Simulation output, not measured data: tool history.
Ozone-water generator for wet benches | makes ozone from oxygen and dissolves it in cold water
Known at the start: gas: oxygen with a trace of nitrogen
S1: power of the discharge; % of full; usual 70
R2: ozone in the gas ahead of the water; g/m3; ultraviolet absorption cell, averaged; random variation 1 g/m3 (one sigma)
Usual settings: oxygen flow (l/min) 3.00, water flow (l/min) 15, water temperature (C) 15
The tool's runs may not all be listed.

Run 1, hour 0.0: usual settings. Result: dissolved ozone (ppm) 16.5, R2 167.9 g/m3.
Run 2, hour 93.3: usual settings. Result: dissolved ozone (ppm) 16.3, R2 167.9 g/m3.
Run 3, hour 158.5: usual settings but oxygen flow (l/min) 2.05. Result: dissolved ozone (ppm) 16.3, R2 208.6 g/m3.
Run 4, hour 259.2: usual settings but oxygen flow (l/min) 2.05. Result: dissolved ozone (ppm) 15.9, R2 211.2 g/m3.
Run 5, hour 355.6: usual settings but S1 49 % of full. Result: dissolved ozone (ppm) 11.8, R2 119.9 g/m3.
Run 6, hour 448.5: usual settings but water temperature (C) 16. Result: dissolved ozone (ppm) 16.2, R2 168.2 g/m3.
Run 7, hour 503.8: usual settings but S1 43 % of full. Result: dissolved ozone (ppm) 10.6, R2 107.0 g/m3.
Run 8, hour 554.4: usual settings but S1 43 % of full. Result: dissolved ozone (ppm) 10.3, R2 108.4 g/m3.
Run 9, hour 608.7: usual settings but S1 43 % of full. Result: dissolved ozone (ppm) 10.5, R2 106.3 g/m3.
Run 10, hour 675.2: usual settings but S1 43 % of full. Result: dissolved ozone (ppm) 10.5, R2 106.5 g/m3.
Run 11, hour 767.1: usual settings but water temperature (C) 16. Result: dissolved ozone (ppm) 15.9, R2 164.8 g/m3.
Run 12, hour 830.6: usual settings but S1 72 % of full, oxygen flow (l/min) 3.47, water flow (l/min) 11, water temperature (C) 21. Result: dissolved ozone (ppm) 18.9, R2 153.6 g/m3.
Run 13, hour 910.3: usual settings but S1 76 % of full, oxygen flow (l/min) 1.56, water flow (l/min) 18, water temperature (C) 13. Result: dissolved ozone (ppm) 14.0, R2 263.2 g/m3.
Run 14, hour 1024.0: usual settings but S1 66 % of full, oxygen flow (l/min) 5.03, water flow (l/min) 20, water temperature (C) 11. Result: dissolved ozone (ppm) 12.7, R2 113.7 g/m3.
At hour 1033.8: water thermometer calibrated.
Run 15, hour 1073.2: usual settings but water temperature (C) 9. Result: dissolved ozone (ppm) 17.0, R2 163.9 g/m3.
Run 16, hour 1156.7: usual settings but water temperature (C) 9. Result: dissolved ozone (ppm) 17.1, R2 163.5 g/m3.
Run 17, hour 1242.1: usual settings but oxygen flow (l/min) 3.40, water flow (l/min) 10, water temperature (C) 7. Result: dissolved ozone (ppm) 24.2, R2 153.4 g/m3.
Run 18, hour 1310.4: usual settings but oxygen flow (l/min) 4.21. Result: dissolved ozone (ppm) 16.0, R2 134.3 g/m3.
At hour 1389.5: water thermometer calibrated, once more.
Run 19, hour 1404.9: usual settings but oxygen flow (l/min) 4.21. Result: dissolved ozone (ppm) 16.0, R2 133.5 g/m3.
Run 20, hour 1508.2: usual settings but S1 48 % of full, water temperature (C) 9. Result: dissolved ozone (ppm) 12.0, R2 116.9 g/m3.
Run 21, hour 1608.5: usual settings but S1 48 % of full, water temperature (C) 9. Result: dissolved ozone (ppm) 12.3, R2 115.9 g/m3.

Forecast each of these 4 alternatives for the next run:
Run A, hour 1668.8: usual settings but water temperature (C) 21. Result: dissolved ozone (ppm) ?, R2 ?.
Run B, hour 1668.8: usual settings but S1 48 % of full, water flow (l/min) 18, water temperature (C) 11. Result: dissolved ozone (ppm) ?, R2 ?.
Run C, hour 1668.8: usual settings but S1 79 % of full, water flow (l/min) 11, water temperature (C) 7. Result: dissolved ozone (ppm) ?, R2 ?.
Run D, hour 1668.8: usual settings but oxygen flow (l/min) 3.48, water temperature (C) 12. Result: dissolved ozone (ppm) ?, R2 ?.

run  dissolved ozone (ppm)     R2
  A                   14.6  163.3
  B                   10.2  117.2
  C                   25.2  182.6
  D                   16.8  147.2
Without the tool's hidden state the same runs would have given:
run  dissolved ozone (ppm)     R2
  A                   15.9  174.2
  B                   10.8  122.3
  C                   27.5  196.2
  D                   18.2  157.1

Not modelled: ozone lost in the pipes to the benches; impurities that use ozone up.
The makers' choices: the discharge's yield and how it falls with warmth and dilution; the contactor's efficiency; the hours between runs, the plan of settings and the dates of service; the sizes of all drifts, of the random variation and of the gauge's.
